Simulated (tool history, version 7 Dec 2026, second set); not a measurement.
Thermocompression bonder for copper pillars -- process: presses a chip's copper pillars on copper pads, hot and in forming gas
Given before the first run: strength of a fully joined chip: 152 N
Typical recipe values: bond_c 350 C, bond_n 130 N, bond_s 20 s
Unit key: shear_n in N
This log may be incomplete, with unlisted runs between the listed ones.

run	day	bond_c	bond_n	bond_s	shear_n
1	0.000	350	130	20	99.8
2	0.225	350	130	20	100.2
3	0.500	350	130	20	102.1
4	0.754	350	130	20	99.5
5	1.262	350	130	20	101.3
6	1.567	350	130	20	98.2
7	1.829	350	130	20	98.8
8	2.250	350	130	20	100.1
9	2.588	350	130	20	98.0
10	3.008	365	130	20	107.7
# day 3.108: force cell calibrated
11	3.442	365	130	20	104.6
12	3.850	365	130	20	105.4
13	4.321	365	130	20	108.5
14	4.775	350	94	20	76.5
15	5.192	350	94	20	76.9
# day 5.542: force cell calibrated, once more
16	5.696	355	140	20	104.2
17	6.179	355	140	20	102.8
18	6.438	355	88	20	76.9
# day 6.621: forming gas filter changed
19	6.725	347	119	36	109.7
# day 6.921: heater calibrated with a thermocouple chip
20	7.175	360	95	19	90.0
21	7.650	360	95	19	88.7
22	8.117	366	95	25	102.0
23	8.638	366	95	25	102.9
24	9.125	366	95	25	100.0
25	9.400	366	95	25	103.3
26	9.721	366	95	25	100.4
27	10.183	366	95	25	101.7
28	10.412	366	95	25	101.0
29	10.871	366	95	25	97.8

Below are 4 alternative next runs, each starting from the tool's condition after run 29. Predict each:
A	11.346	366	171	37	?
B	11.346	350	130	13	?
C	11.346	350	80	17	?
D	11.346	350	130	38	?

run	shear_n
A	139.7
B	94.0
C	70.5
D	121.5
Without the tool's hidden state the same runs would have given:
run	shear_n
A	140.7
B	94.9
C	71.2
D	122.5
